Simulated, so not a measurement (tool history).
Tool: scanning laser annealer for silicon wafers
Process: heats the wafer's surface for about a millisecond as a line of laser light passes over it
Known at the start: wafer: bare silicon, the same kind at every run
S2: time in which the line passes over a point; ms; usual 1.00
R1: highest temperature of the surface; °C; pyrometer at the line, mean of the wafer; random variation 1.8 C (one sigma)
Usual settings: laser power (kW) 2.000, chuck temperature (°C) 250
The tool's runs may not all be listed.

Run 1, hour 0.0: usual settings. Result: R1 973 °C.
Run 2, hour 9.5: usual settings. Result: R1 974 °C.
Run 3, hour 21.7: usual settings. Result: R1 970 °C.
Run 4, hour 30.3: usual settings. Result: R1 973 °C.
Run 5, hour 41.7: usual settings. Result: R1 970 °C.
At hour 54.0: optics aligned, line set to its width.
Run 6, hour 57.9: usual settings. Result: R1 974 °C.
Run 7, hour 64.4: usual settings but laser power (kW) 1.786. Result: R1 883 °C.
Run 8, hour 75.0: usual settings but laser power (kW) 1.786. Result: R1 883 °C.
Run 9, hour 87.7: usual settings but laser power (kW) 1.786. Result: R1 888 °C.
Run 10, hour 99.7: usual settings but laser power (kW) 1.786. Result: R1 890 °C.
Run 11, hour 108.6: usual settings but laser power (kW) 1.786. Result: R1 884 °C.
Run 12, hour 115.3: usual settings but laser power (kW) 1.786. Result: R1 886 °C.
Run 13, hour 126.2: usual settings but laser power (kW) 1.786. Result: R1 886 °C.
Run 14, hour 134.9: usual settings but S2 0.74 ms. Result: R1 860 °C.
Run 15, hour 147.3: usual settings but S2 0.74 ms. Result: R1 864 °C.
Run 16, hour 158.3: usual settings. Result: R1 978 °C.
Run 17, hour 170.8: usual settings but S2 1.15 ms. Result: R1 1030 °C.
Run 18, hour 178.7: usual settings but laser power (kW) 1.790, S2 1.23 ms, chuck temperature (°C) 221. Result: R1 932 °C.
Run 19, hour 190.0: usual settings but laser power (kW) 1.932, chuck temperature (°C) 275. Result: R1 968 °C.
Run 20, hour 197.7: usual settings but laser power (kW) 1.932, chuck temperature (°C) 275. Result: R1 968 °C.
Run 21, hour 211.0: usual settings but laser power (kW) 1.780, S2 0.78 ms, chuck temperature (°C) 212. Result: R1 762 °C.
Run 22, hour 221.7: usual settings but laser power (kW) 1.780, S2 0.78 ms, chuck temperature (°C) 212. Result: R1 767 °C.
Run 23, hour 230.4: usual settings but laser power (kW) 1.718, S2 0.89 ms, chuck temperature (°C) 251. Result: R1 821 °C.
Run 24, hour 237.8: usual settings but laser power (kW) 2.137, S2 1.04 ms, chuck temperature (°C) 286. Result: R1 1079 °C.
Run 25, hour 244.9: usual settings but laser power (kW) 1.989, S2 0.71 ms, chuck temperature (°C) 262. Result: R1 855 °C.
Run 26, hour 255.7: usual settings but laser power (kW) 1.803, S2 0.74 ms, chuck temperature (°C) 267. Result: R1 811 °C.
Run 27, hour 268.9: usual settings but laser power (kW) 2.004, S2 1.18 ms, chuck temperature (°C) 253. Result: R1 1045 °C.
Run 28, hour 276.5: usual settings but laser power (kW) 1.881, S2 0.99 ms. Result: R1 922 °C.
Run 29, hour 289.7: usual settings but laser power (kW) 1.708, S2 0.82 ms, chuck temperature (°C) 288. Result: R1 828 °C.
Run 30, hour 298.0: usual settings but laser power (kW) 1.765, S2 1.20 ms, chuck temperature (°C) 288. Result: R1 979 °C.
Run 31, hour 309.1: usual settings but laser power (kW) 1.825, S2 0.90 ms, chuck temperature (°C) 263. Result: R1 876 °C.
Run 32, hour 320.9: usual settings but laser power (kW) 1.825, S2 0.90 ms, chuck temperature (°C) 263. Result: R1 879 °C.
Run 33, hour 327.4: usual settings but S2 0.71 ms. Result: R1 847 °C.

Forecast each of these 5 alternatives for the next run:
Run A, hour 339.3: usual settings but laser power (kW) 1.711, S2 0.77 ms, chuck temperature (°C) 246. Result: R1 ?.
Run B, hour 339.3: usual settings but S2 0.96 ms, chuck temperature (°C) 211. Result: R1 ?.
Run C, hour 339.3: usual settings but laser power (kW) 2.169. Result: R1 ?.
Run D, hour 339.3: usual settings but laser power (kW) 2.035, chuck temperature (°C) 221. Result: R1 ?.
Run E, hour 339.3: usual settings but laser power (kW) 1.965, S2 0.71 ms, chuck temperature (°C) 227. Result: R1 ?.

run    R1
  A   772
  B   923
  C  1045
  D   957
  E   813
Without the tool's hidden state the same runs would have given:
run    R1
  A   772
  B   924
  C  1046
  D   958
  E   814
